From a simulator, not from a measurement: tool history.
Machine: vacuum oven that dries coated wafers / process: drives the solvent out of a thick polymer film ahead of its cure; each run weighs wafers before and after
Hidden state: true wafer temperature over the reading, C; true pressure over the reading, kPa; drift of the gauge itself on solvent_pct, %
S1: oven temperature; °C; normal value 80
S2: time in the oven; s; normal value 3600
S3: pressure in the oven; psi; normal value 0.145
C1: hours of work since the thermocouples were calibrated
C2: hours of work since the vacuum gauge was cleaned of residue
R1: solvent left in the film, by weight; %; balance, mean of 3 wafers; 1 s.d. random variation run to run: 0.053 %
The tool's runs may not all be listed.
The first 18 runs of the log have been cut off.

| run | hour | S1 | S2 | S3 | C1 | C2 | R1 |
|---|---|---|---|---|---|---|---|
| 19 | 1032.8 | 71 | 2340 | 0.145 | 406 | 1268 | 7.77 |
| 20 | 1072.1 | 80 | 6360 | 0.145 | 425 | 1286 | 0.85 |
| 21 | 1121.5 | 80 | 3600 | 0.126 | 449 | 1310 | 1.91 |
| 22 | 1195.7 | 80 | 1860 | 0.113 | 484 | 1345 | 5.1 |
| 23 | 1233.2 | 91 | 3900 | 0.16 | 502 | 1363 | 0.48 |
| 24 | 1273.2 | 91 | 3900 | 0.281 | 521 | 1382 | 0.84 |
| 25 | 1321.1 | 86 | 3600 | 0.145 | 544 | 1405 | 0.96 |
| 26 | 1385.5 | 80 | 1860 | 0.145 | 574 | 1436 | 5.2 |
| 27 | 1456 | 67 | 2700 | 0.155 | 608 | 1469 | 8.85 |
| 28 | 1535.8 | 75 | 2700 | 0.528 | 646 | 1507 | 6.49 |
| 29 | 1617.9 | 75 | 2700 | 0.528 | 685 | 1546 | 6.66 |
| 30 | 1697.4 | 82 | 3600 | 0.145 | 723 | 1584 | 1.68 |
| 31 | 1748.8 | 82 | 3600 | 0.145 | 747 | 1609 | 1.56 |
| 32 | 1789.2 | 70 | 3600 | 0.566 | 766 | 1628 | 7.7 |
| 33 | 1824.2 | 70 | 6120 | 0.178 | 783 | 1644 | 3.4 |
| 34 | 1896.4 | 93 | 2520 | 0.347 | 817 | 1679 | 1.15 |
| 35 | 1965.2 | 73 | 3600 | 0.115 | 850 | 1712 | 4.55 |
| 36 | 2003.7 | 78 | 1920 | 0.162 | 868 | 1730 | 6.32 |
| 37 | 2055.5 | 66 | 3780 | 0.468 | 893 | 1755 | 9.23 |
| 38 | 2136.9 | 80 | 2820 | 0.125 | 932 | 1793 | 3.25 |

What will run 39 give?
| 39 | 2206.5 | 72 | 3720 | 0.074 | 965 | 1826 | ? |

Run 39 gave R1 4.66 %.
The same run, on a tool lacking any hidden state, would have yielded R1 3.75 %.
